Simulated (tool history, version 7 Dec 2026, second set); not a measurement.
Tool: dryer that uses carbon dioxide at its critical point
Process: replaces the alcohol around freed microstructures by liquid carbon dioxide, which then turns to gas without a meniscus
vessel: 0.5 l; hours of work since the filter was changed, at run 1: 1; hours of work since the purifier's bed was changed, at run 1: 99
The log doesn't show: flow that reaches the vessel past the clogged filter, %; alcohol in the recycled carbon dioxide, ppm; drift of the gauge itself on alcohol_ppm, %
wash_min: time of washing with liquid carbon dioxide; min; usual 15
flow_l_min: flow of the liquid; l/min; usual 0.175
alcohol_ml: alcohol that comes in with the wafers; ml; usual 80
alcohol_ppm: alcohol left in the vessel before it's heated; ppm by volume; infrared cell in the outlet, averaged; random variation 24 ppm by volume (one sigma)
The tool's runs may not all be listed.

run   hour  wash_min  flow_l_min  alcohol_ml  hours of work since the filter was changed  hours of work since the purifier's bed was changed  alcohol_ppm
  1      0        15       0.175          80                                           1                                                  99         1596
  2    4.6        17       0.175          80                                           3                                                 102          871
  3   11.5        17       0.175          80                                           7                                                 105          880
  4   19.7        17       0.175          55                                          11                                                 109          605
  5   26.4        15       0.106          80                                          14                                                 112         9399
  6   32.1        15       0.106          80                                          17                                                 115         9601
  7   38.5        15       0.106          80                                          20                                                 118         9204
  8   45.5        15       0.175          80                                          24                                                 122         1620
  9   49.7        15       0.175          80                                          26                                                 124         1640
 10   57.5        15       0.175          80                                          30                                                 128         1668
 11   64.9        15       0.175          80                                          33                                                 131         1587
 12   72.3        15       0.175          80                                          37                                                 135         1638
 13   82.2        15       0.139          80                                          42                                                 140         4088
 14   88.6        15       0.139          80                                          45                                                 143         4092
 15   96.4        15       0.139          80                                          49                                                 147         4089
 16  105.2        20       0.128          73                                          53                                                 151         1647
 17  113.3        19       0.289          44                                          57                                                 155           53
 18    120        19       0.126          44                                          60                                                 159         1333
 19  125.3        15       0.151          32                                          63                                                 161         1264
 20  131.4        15       0.151          32                                          66                                                 164         1284
 21  138.7        17       0.175         114                                          70                                                 168         1328
 22  148.1        16       0.137          25                                          74                                                 172         1171
 23  154.4        16       0.137          25                                          77                                                 176         1134
 24  159.1        16       0.137          25                                          80                                                 178         1145
 25  168.6        18       0.137         118                                          84                                                 183         3338
 26  175.3        18       0.117          23                                          88                                                 186         1213
 27  184.2        18       0.117          23                                          92                                                 190         1232
 28    190        18       0.117          23                                          95                                                 193         1254
 29  197.6        22        0.26          52                                          99                                                 197           73

Forecast each of these 5 alternatives for the next run:
  A  201.8        19       0.126          43                                         101                                                 199            ?
  B  201.8        22       0.258          62                                         101                                                 199            ?
  C  201.8        13       0.194          76                                         101                                                 199            ?
  D  201.8        22        0.26          44                                         101                                                 199            ?
  E  201.8        13       0.174          53                                         101                                                 199            ?

run  alcohol_ppm
  A         1400
  B           60
  C         2025
  D           56
  E         2215
Without the tool's hidden state the same runs would have given:
run  alcohol_ppm
  A         1204
  B           11
  C         1749
  D            8
  E         1941

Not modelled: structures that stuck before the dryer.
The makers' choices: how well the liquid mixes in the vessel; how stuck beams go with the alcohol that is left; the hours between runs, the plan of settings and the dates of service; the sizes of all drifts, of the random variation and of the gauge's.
